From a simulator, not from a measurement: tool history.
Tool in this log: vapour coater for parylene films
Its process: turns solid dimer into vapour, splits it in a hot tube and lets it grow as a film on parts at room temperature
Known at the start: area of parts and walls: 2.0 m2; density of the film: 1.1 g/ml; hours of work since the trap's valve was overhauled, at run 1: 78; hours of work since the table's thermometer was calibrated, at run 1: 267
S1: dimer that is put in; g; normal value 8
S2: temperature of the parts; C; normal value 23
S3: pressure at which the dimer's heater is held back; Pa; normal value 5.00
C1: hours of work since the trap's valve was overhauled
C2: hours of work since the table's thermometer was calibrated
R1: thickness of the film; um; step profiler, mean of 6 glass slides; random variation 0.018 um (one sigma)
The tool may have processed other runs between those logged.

run	hour	S1	S2	S3	C1	C2	R1
1	0.0	8	23	5.00	78	267	1.91
2	15.5	8	15	5.00	84	274	2.70
3	29.6	8	15	5.00	90	280	2.67
4	40.9	8	15	5.00	95	284	2.67
5	52.5	8	15	5.00	100	289	2.67
6	64.5	8	23	5.00	105	294	1.90
7	80.6	8	23	5.00	111	301	1.94
8	91.5	8	23	5.00	116	305	1.93
9	99.0	8	23	5.00	119	308	1.91
10	109.9	8	23	5.00	123	313	1.90
11	118.9	8	23	5.00	127	316	1.88
12	129.2	8	23	5.00	131	321	1.92
13	143.4	8	23	5.00	137	327	1.90
14	151.5	8	23	5.00	141	330	1.92
15	166.9	10	23	5.00	147	336	2.42
16	179.6	10	23	5.00	152	342	2.41
17	188.7	5	23	5.00	156	345	1.21
18	196.6	5	23	5.00	159	349	1.19
19	204.7	5	23	5.00	163	352	1.17
20	217.1	8	23	5.66	168	357	1.84
21	229.5	8	23	5.66	173	362	1.86
22	239.6	8	24	5.00	177	366	1.84
23	255.2	13	29	3.66	183	373	2.50
24	269.8	13	29	2.64	189	379	2.67
25	283.2	12	22	5.00	195	384	2.97
26	297.5	9	18	5.00	201	390	2.61
27	313.9	9	18	2.26	208	397	2.94
28	329.2	9	18	2.26	214	403	2.97
29	345.1	9	18	2.26	221	410	2.94
30	354.9	9	18	2.26	225	414	2.98
31	365.9	8	22	5.00	229	419	1.95
32	377.9	8	23	5.83	234	424	1.81
33	387.8	8	23	2.26	238	428	2.13
34	403.0	8	31	5.00	245	434	1.33
35	414.1	4	34	3.19	249	439	0.65
36	428.6	4	34	3.19	255	445	0.62
37	435.7	4	34	9.69	258	447	0.52
38	448.9	3	15	2.75	264	453	1.08
39	458.9	6	29	2.06	268	457	1.25
40	472.2	6	29	2.06	273	463	1.27
41	479.7	7	21	4.17	276	466	1.83
42	493.7	7	21	11.54	282	471	1.55

Branching from run 42: 5 alternative next runs. What would each branch give?
A	502.7	8	29	4.10	286	475	?
B	502.7	7	19	4.29	286	475	?
C	502.7	5	20	11.54	286	475	?
D	502.7	7	21	10.25	286	475	?
E	502.7	7	28	5.29	286	475	?

run	R1
A	1.49
B	1.95
C	1.18
D	1.58
E	1.33
Take away the tool's hidden state, keep each run's random variation, and the runs would have read:
run	R1
A	1.55
B	2.04
C	1.23
D	1.65
E	1.39
